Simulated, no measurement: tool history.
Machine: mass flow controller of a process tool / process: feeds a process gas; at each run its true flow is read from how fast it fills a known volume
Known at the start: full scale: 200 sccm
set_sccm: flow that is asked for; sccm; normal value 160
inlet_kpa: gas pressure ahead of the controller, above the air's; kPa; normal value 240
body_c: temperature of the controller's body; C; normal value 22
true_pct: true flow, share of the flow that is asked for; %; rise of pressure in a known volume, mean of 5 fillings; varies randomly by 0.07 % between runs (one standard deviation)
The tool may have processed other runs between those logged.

run	hour	set_sccm	inlet_kpa	body_c	true_pct
1	0.0	160	240	22	99.08
2	75.1	160	240	22	98.93
3	223.6	160	240	22	98.89
4	309.5	160	240	22	98.85
5	437.8	160	240	22	98.89
6	538.5	160	240	22	98.85
7	669.1	23	240	22	96.65
8	736.9	160	240	36	100.19
9	859.3	160	240	36	100.25
10	989.6	160	163	22	98.72
11	1132.5	160	243	22	98.67
12	1265.3	160	240	22	98.62
13	1415.0	160	240	36	100.03
14	1535.0	160	240	36	100.13
15	1684.9	62	186	36	98.54
16	1822.3	137	186	20	97.96
17	1984.5	160	240	34	99.76
18	2106.0	160	240	34	99.82
19	2230.1	160	147	36	99.90
20	2324.4	160	147	36	99.91
21	2424.6	22	200	22	95.74
22	2507.2	93	240	22	97.52
23	2671.2	198	240	22	98.92
24	2835.5	144	238	25	98.51

What if the next run were any one of these 3? Each begins from the tool's condition after run 24:
A	2939.2	144	238	20	?
B	2939.2	144	188	26	?
C	2939.2	182	240	22	?

run	true_pct
A	97.87
B	98.48
C	98.61
With the hidden condition removed and each run's random variation left untouched, the same runs would have given:
run	true_pct
A	98.81
B	99.42
C	99.50
